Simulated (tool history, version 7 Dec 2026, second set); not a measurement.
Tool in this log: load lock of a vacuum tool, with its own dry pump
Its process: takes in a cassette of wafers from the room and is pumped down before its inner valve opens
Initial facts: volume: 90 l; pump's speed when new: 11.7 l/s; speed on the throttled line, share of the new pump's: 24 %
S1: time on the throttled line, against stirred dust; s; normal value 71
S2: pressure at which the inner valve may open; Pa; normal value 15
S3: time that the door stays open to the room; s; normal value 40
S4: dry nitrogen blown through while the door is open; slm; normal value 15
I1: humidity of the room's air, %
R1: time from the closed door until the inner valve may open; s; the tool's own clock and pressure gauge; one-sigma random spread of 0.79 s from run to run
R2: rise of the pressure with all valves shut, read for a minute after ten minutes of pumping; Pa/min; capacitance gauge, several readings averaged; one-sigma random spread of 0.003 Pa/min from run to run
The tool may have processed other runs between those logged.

{"run": 1, "hour": 0.0, "S1": 71, "S2": 15, "S3": 40, "S4": 15, "I1": 46.3, "R1": 122.2, "R2": 0.014}
{"run": 2, "hour": 220.7, "S1": 71, "S2": 15, "S3": 40, "S4": 15, "I1": 43, "R1": 123.5, "R2": 0.018}
{"run": 3, "hour": 437.7, "S1": 71, "S2": 15, "S3": 40, "S4": 20, "I1": 45, "R1": 123.1, "R2": 0.016}
{"run": 4, "hour": 623.2, "S1": 71, "S2": 15, "S3": 40, "S4": 20, "I1": 43.5, "R1": 121.8, "R2": 0.013}
{"run": 5, "hour": 729.3, "S1": 71, "S2": 15, "S3": 40, "S4": 20, "I1": 42.6, "R1": 121.2, "R2": 0.013}
{"run": 6, "hour": 871.9, "S1": 71, "S2": 15, "S3": 40, "S4": 20, "I1": 47.9, "R1": 121, "R2": 0.017}
{"run": 7, "hour": 1053.1, "S1": 71, "S2": 15, "S3": 48, "S4": 15, "I1": 41.7, "R1": 124.1, "R2": 0.016}
{"run": 8, "hour": 1240.5, "S1": 71, "S2": 15, "S3": 48, "S4": 15, "I1": 48.3, "R1": 124, "R2": 0.021}
{"run": 9, "hour": 1414.6, "S1": 71, "S2": 15, "S3": 48, "S4": 15, "I1": 46.9, "R1": 122.8, "R2": 0.014}
{"run": 10, "hour": 1602.4, "S1": 71, "S2": 13, "S3": 40, "S4": 15, "I1": 44, "R1": 124, "R2": 0.019}
{"run": 11, "hour": 1757.9, "S1": 71, "S2": 13, "S3": 40, "S4": 15, "I1": 42.4, "R1": 124.2, "R2": 0.016}
{"run": 12, "hour": 1862.5, "S1": 71, "S2": 15, "S3": 40, "S4": 15, "I1": 44.7, "R1": 120.5, "R2": 0.015}
{"run": 13, "hour": 2048.8, "S1": 71, "S2": 15, "S3": 40, "S4": 15, "I1": 48.3, "R1": 121.6, "R2": 0.013}
{"run": 14, "hour": 2243.2, "S1": 71, "S2": 15, "S3": 64, "S4": 15, "I1": 47.4, "R1": 123.2, "R2": 0.023}
{"run": 15, "hour": 2368.3, "S1": 71, "S2": 15, "S3": 64, "S4": 15, "I1": 47.2, "R1": 123.5, "R2": 0.019}
{"run": 16, "hour": 2487.8, "S1": 71, "S2": 15, "S3": 64, "S4": 15, "I1": 43.7, "R1": 123.5, "R2": 0.023}
{"run": 17, "hour": 2643.4, "S1": 71, "S2": 15, "S3": 64, "S4": 15, "I1": 47, "R1": 122.3, "R2": 0.02}
{"run": 18, "hour": 2801.5, "S1": 71, "S2": 15, "S3": 64, "S4": 15, "I1": 46.5, "R1": 123.3, "R2": 0.016}
{"hour": 3020.9, "done": "dry pump taken out, an overhauled one fitted"}
{"run": 19, "hour": 3035.6, "S1": 71, "S2": 15, "S3": 64, "S4": 15, "I1": 45, "R1": 122.4, "R2": 0.019}
{"run": 20, "hour": 3214.7, "S1": 71, "S2": 26, "S3": 93, "S4": 15, "I1": 46.2, "R1": 118.6, "R2": 0.028}
{"run": 21, "hour": 3395.5, "S1": 91, "S2": 24, "S3": 93, "S4": 15, "I1": 43.3, "R1": 134.2, "R2": 0.024}
{"run": 22, "hour": 3607.7, "S1": 71, "S2": 15, "S3": 228, "S4": 4, "I1": 46.4, "R1": 123.7, "R2": 0.063}
{"run": 23, "hour": 3738.2, "S1": 107, "S2": 20, "S3": 80, "S4": 20, "I1": 44.4, "R1": 146.7, "R2": 0.021}
{"run": 24, "hour": 3848.2, "S1": 107, "S2": 20, "S3": 80, "S4": 20, "I1": 43.7, "R1": 148.4, "R2": 0.02}
{"run": 25, "hour": 4025.8, "S1": 107, "S2": 20, "S3": 111, "S4": 41, "I1": 48.1, "R1": 148, "R2": 0.019}
{"run": 26, "hour": 4185.4, "S1": 107, "S2": 20, "S3": 111, "S4": 41, "I1": 46.2, "R1": 147.3, "R2": 0.014}
{"run": 27, "hour": 4406.8, "S1": 107, "S2": 20, "S3": 111, "S4": 41, "I1": 48.9, "R1": 148.3, "R2": 0.017}
{"run": 28, "hour": 4531.6, "S1": 71, "S2": 24, "S3": 40, "S4": 15, "I1": 44.7, "R1": 119.6, "R2": 0.02}
{"run": 29, "hour": 4631.7, "S1": 71, "S2": 24, "S3": 40, "S4": 15, "I1": 42.8, "R1": 118.7, "R2": 0.012}
{"run": 30, "hour": 4855.6, "S1": 46, "S2": 26, "S3": 35, "S4": 21, "I1": 41.5, "R1": 99.5, "R2": 0.021}
{"run": 31, "hour": 4992.1, "S1": 46, "S2": 26, "S3": 35, "S4": 21, "I1": 43.8, "R1": 99.1, "R2": 0.013}
{"run": 32, "hour": 5177.2, "S1": 46, "S2": 26, "S3": 35, "S4": 21, "I1": 48.2, "R1": 99.8, "R2": 0.013}
{"run": 33, "hour": 5362.0, "S1": 71, "S2": 10, "S3": 40, "S4": 6, "I1": 49, "R1": 124.9, "R2": 0.021}
{"run": 34, "hour": 5589.9, "S1": 71, "S2": 26, "S3": 58, "S4": 16, "I1": 44.7, "R1": 116.8, "R2": 0.018}
{"run": 35, "hour": 5756.3, "S1": 71, "S2": 29, "S3": 58, "S4": 5, "I1": 41.4, "R1": 118.7, "R2": 0.027}
{"run": 36, "hour": 5902.8, "S1": 71, "S2": 15, "S3": 40, "S4": 18, "I1": 45, "R1": 123.6, "R2": 0.017}

Branching from run 36: 5 alternative next runs. What would each branch give?
{"run": "A", "hour": 6129.6, "S1": 71, "S2": 15, "S3": 56, "S4": 15, "I1": 49.3, "R1": "?", "R2": "?"}
{"run": "B", "hour": 6129.6, "S1": 78, "S2": 12, "S3": 40, "S4": 15, "I1": 46.9, "R1": "?", "R2": "?"}
{"run": "C", "hour": 6129.6, "S1": 71, "S2": 15, "S3": 187, "S4": 15, "I1": 43, "R1": "?", "R2": "?"}
{"run": "D", "hour": 6129.6, "S1": 71, "S2": 29, "S3": 40, "S4": 15, "I1": 43.7, "R1": "?", "R2": "?"}
{"run": "E", "hour": 6129.6, "S1": 71, "S2": 16, "S3": 40, "S4": 15, "I1": 43.8, "R1": "?", "R2": "?"}

run=A R1=124.1 R2=0.014
run=B R1=129.8 R2=0.018
run=C R1=122.1 R2=0.039
run=D R1=116.7 R2=0.013
run=E R1=123.9 R2=0.017
What these runs would have given with no unlogged condition in the tool:
run=A R1=124 R2=0.013
run=B R1=129.8 R2=0.018
run=C R1=122.1 R2=0.038
run=D R1=116.6 R2=0.012
run=E R1=123.9 R2=0.017

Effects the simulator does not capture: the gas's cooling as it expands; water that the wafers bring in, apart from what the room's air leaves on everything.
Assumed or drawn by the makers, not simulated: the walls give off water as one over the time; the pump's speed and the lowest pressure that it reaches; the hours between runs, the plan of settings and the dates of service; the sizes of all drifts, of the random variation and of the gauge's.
